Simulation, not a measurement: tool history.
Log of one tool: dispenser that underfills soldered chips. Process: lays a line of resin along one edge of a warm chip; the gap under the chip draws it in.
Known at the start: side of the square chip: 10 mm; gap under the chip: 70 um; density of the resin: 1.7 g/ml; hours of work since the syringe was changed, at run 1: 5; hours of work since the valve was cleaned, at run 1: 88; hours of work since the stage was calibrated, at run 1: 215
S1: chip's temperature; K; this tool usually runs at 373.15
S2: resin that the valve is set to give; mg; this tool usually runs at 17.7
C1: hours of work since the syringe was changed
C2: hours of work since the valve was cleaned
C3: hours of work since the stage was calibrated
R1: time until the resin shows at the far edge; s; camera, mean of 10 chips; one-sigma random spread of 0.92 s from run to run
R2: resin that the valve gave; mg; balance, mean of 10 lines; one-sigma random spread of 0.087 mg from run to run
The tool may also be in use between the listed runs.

run,hour,S1,S2,C1,C2,C3,R1,R2
1,0.0,373.15,17.7,5,88,215,131.9,17.12
# hour 1.7: new syringe of resin
2,8.4,373.15,16.8,5,94,221,130.7,16.04
# hour 9.9: new syringe of resin
# hour 11.6: dispensing valve cleaned and set on the balance
# hour 19.3: new syringe of resin
3,20.6,373.15,20.6,1,7,230,95.2,20.62
# hour 27.5: new syringe of resin
# hour 35.5: new syringe of resin
4,35.5,373.15,20.6,0,18,241,88.7,20.39
5,41.8,373.15,22.9,5,23,246,124.5,22.83
# hour 43.4: new syringe of resin
# hour 51.3: new syringe of resin
6,54.3,373.15,22.9,2,32,255,104.1,22.39
# hour 60.0: new syringe of resin
# hour 68.2: new syringe of resin
7,68.2,377.15,22.9,0,42,265,76.4,22.43
# hour 76.4: new syringe of resin
8,80.4,377.15,22.9,3,51,274,98.1,22.37
# hour 84.3: new syringe of resin
# hour 92.2: new syringe of resin
9,92.2,373.15,17.7,0,60,283,95.0,17.22
# hour 100.1: new syringe of resin
10,102.0,373.15,17.7,2,67,290,100.2,17.19
# hour 109.0: new syringe of resin
11,114.5,373.15,17.7,4,77,299,122.3,17.11
# hour 117.2: new syringe of resin
12,124.2,373.15,17.7,5,84,307,135.0,16.94
# hour 125.3: new syringe of resin
# hour 133.3: new syringe of resin
13,134.5,358.15,17.7,1,91,314,158.1,16.84
# hour 141.4: dispensing valve cleaned and set on the balance
# hour 142.4: new syringe of resin
# hour 150.9: new syringe of resin
14,150.9,373.15,17.7,0,7,326,91.4,17.56
# hour 159.2: new syringe of resin
15,161.5,364.15,17.7,2,15,333,133.5,17.52
# hour 167.4: new syringe of resin
16,170.9,373.15,17.7,3,22,341,113.7,17.54
# hour 175.3: new syringe of resin
# hour 183.4: new syringe of resin
17,185.0,364.15,19.1,1,32,351,134.3,18.75
# hour 187.2: stage's temperature calibrated
# hour 192.7: new syringe of resin
18,197.1,362.15,19.2,3,41,7,154.3,18.68
# hour 201.4: new syringe of resin
19,207.2,362.15,19.2,4,48,15,165.3,18.80
# hour 209.6: new syringe of resin
# hour 217.5: new syringe of resin
20,221.4,380.15,21.1,3,59,25,86.5,20.61
# hour 226.2: new syringe of resin
21,230.0,377.15,18.6,3,65,32,92.2,18.04
# hour 234.7: new syringe of resin
22,236.9,380.15,20.1,2,70,37,80.0,19.51
# hour 243.2: new syringe of resin
23,245.5,380.15,20.1,2,76,43,80.8,19.38
# hour 251.5: new syringe of resin
24,252.7,380.15,20.1,1,82,49,75.7,19.59
# hour 259.4: new syringe of resin
25,262.2,370.15,19.2,2,89,56,112.1,18.47
# hour 267.4: new syringe of resin
# hour 271.7: dispensing valve cleaned and set on the balance
26,273.7,370.15,19.2,4,2,64,127.1,19.08
# hour 276.7: new syringe of resin
27,283.5,386.15,19.2,5,9,71,85.5,18.93
# hour 285.0: new syringe of resin
# hour 292.8: new syringe of resin
28,293.2,386.15,19.2,0,16,78,60.5,18.97
# hour 301.0: new syringe of resin
# hour 309.3: new syringe of resin
29,309.3,386.15,19.2,0,28,90,59.1,18.98
# hour 317.8: new syringe of resin
30,318.1,373.15,21.7,0,34,96,88.0,21.22
# hour 325.7: new syringe of resin
31,327.2,379.15,15.3,1,41,103,85.1,14.89
# hour 334.0: new syringe of resin
32,340.5,365.15,19.5,5,51,113,158.8,19.06

What if the next run were any one of these 4? Each begins from the tool's condition after run 32:
# hour 342.1: new syringe of resin
A,348.9,360.15,19.5,5,57,120,?,?
# hour 342.1: new syringe of resin
B,348.9,365.15,20.9,5,57,120,?,?
# hour 342.1: new syringe of resin
C,348.9,381.15,20.1,5,57,120,?,?
# hour 342.1: new syringe of resin
D,348.9,363.15,22.8,5,57,120,?,?

run,R1,R2
A,190.0,18.83
B,160.5,20.29
C,97.3,19.35
D,172.9,22.21
The same runs, with their run-to-run variation unchanged, on a tool lacking any hidden condition would have given:
run,R1,R2
A,129.6,19.36
B,109.9,20.86
C,66.6,19.89
D,118.4,22.83

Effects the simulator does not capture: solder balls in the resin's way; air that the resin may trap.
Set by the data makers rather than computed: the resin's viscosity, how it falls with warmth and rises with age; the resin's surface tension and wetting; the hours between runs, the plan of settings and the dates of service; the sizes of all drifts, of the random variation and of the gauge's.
